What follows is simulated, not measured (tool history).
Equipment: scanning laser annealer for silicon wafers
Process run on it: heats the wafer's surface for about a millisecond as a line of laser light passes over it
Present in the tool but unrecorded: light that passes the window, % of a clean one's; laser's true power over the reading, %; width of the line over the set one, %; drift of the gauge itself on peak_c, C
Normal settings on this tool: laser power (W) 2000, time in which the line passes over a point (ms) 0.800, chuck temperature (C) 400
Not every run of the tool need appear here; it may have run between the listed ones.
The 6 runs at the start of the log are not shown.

run   hour  laser power (W)  time in which the line passes over a point (ms)  chuck temperature (C)  hours of work since the window was cleaned  hours of work since the power meter was calibrated  hours of work since the optics were aligned  highest temperature of the surface (C)
  7   45.3             2000                                            0.800                    400                                          17                                                  62                                          515                                    1182
  8   54.1             2000                                            0.800                    400                                          23                                                  67                                          521                                    1178
  9   63.4             2000                                            0.800                    400                                          29                                                  73                                          527                                    1180
 10   68.5             2000                                            0.800                    400                                          32                                                  77                                          530                                    1182
 11   76.9             2000                                            0.800                    414                                          38                                                  82                                          536                                    1192
 12   82.3             2000                                            0.800                    414                                          41                                                  86                                          539                                    1189
 13   90.5             2000                                            0.800                    414                                          47                                                  91                                          544                                    1192
 14   98.9             2000                                            0.800                    413                                          52                                                  97                                          550                                    1193
 15  105.9             2000                                            0.800                    413                                          57                                                 101                                          555                                    1189
 16  113.6             2000                                            0.800                    400                                          62                                                 106                                          560                                    1177
 17  121.4             2000                                            0.800                    400                                          67                                                 111                                          565                                    1178
 18  129.2             1834                                            0.800                    400                                          72                                                 116                                          570                                    1104
 19  135.5             1834                                            0.800                    400                                          76                                                 120                                          574                                    1105
 20  143.5             1834                                            0.800                    400                                          81                                                 126                                          579                                    1104
 21  150.9             1834                                            0.800                    400                                          86                                                 130                                          584                                    1108
 22  156.8             1834                                            0.903                    362                                          90                                                 134                                          588                                    1107
     160.7  -- laser's power meter calibrated
 23  166.6             2084                                            0.960                    397                                          94                                                   4                                          592                                    1289
 24  173.9             1718                                            0.800                    400                                          99                                                   9                                          597                                    1056
 25  178.1             1756                                            0.800                    400                                         102                                                  11                                          600                                    1072
 26  186.5             2091                                            0.800                    400                                         107                                                  17                                          605                                    1215
 27  194.0             2000                                            0.891                    400                                         112                                                  22                                          610                                    1215
 28  200.6             1892                                            0.944                    396                                         117                                                  26                                          614                                    1186
 29  208.0             1892                                            0.944                    396                                         121                                                  31                                          619                                    1185
 30  215.5             1892                                            0.944                    396                                         126                                                  36                                          624                                    1185
     220.0  -- laser's power meter calibrated, once more
 31  224.3             2100                                            0.800                    400                                         130                                                   3                                          628                                    1221

Run 32 is up next; what results do you expect?
 32  228.8             1787                                            0.718                    383                                         133                                                   6                                          631                                       ?

Run 32 yielded highest temperature of the surface (C) 1034.
On a tool with no hidden condition, and with the same random variation, this run would have come out at highest temperature of the surface (C) 1047.
